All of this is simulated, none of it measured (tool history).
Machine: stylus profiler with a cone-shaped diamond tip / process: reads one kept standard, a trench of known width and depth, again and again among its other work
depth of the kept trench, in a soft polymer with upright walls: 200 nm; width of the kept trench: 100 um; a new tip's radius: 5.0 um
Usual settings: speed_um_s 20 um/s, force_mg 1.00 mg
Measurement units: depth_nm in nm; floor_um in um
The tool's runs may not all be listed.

run,day,speed_um_s,force_mg,depth_nm,floor_um
1,0.000,20,1.00,200.84,97.12
2,1.025,50,1.00,200.76,97.00
3,1.896,50,1.00,200.80,96.99
4,2.908,20,0.36,200.56,97.06
5,3.475,20,0.57,200.29,97.02
6,4.612,20,0.57,200.72,97.06
7,5.204,20,0.43,200.35,97.07
8,6.304,20,0.43,200.68,97.00
9,7.475,20,0.43,200.30,97.01
10,8.304,20,0.88,200.67,97.07
11,8.900,13,0.67,200.75,97.08
12,9.608,13,0.67,200.63,97.06
13,10.162,13,0.67,200.67,97.04
14,11.400,13,0.67,200.73,96.99
15,12.667,10,0.48,200.57,97.05
16,13.908,20,2.64,201.32,97.02
17,15.275,20,2.64,201.60,97.05
18,16.612,64,2.04,201.41,96.91
19,17.900,19,0.56,200.81,96.99
20,18.600,46,1.55,201.21,96.90

Consider 3 possible next runs. They are alternatives, not a sequence: every one starts from the tool as it was left by run 20. What does each give?
A,19.688,12,1.29,?,?
B,19.688,6,0.63,?,?
C,19.688,5,1.00,?,?

run,depth_nm,floor_um
A,201.08,97.01
B,200.94,97.00
C,201.02,97.08
Without the tool's hidden state the same runs would have given:
run,depth_nm,floor_um
A,200.67,97.15
B,200.53,97.14
C,200.61,97.22
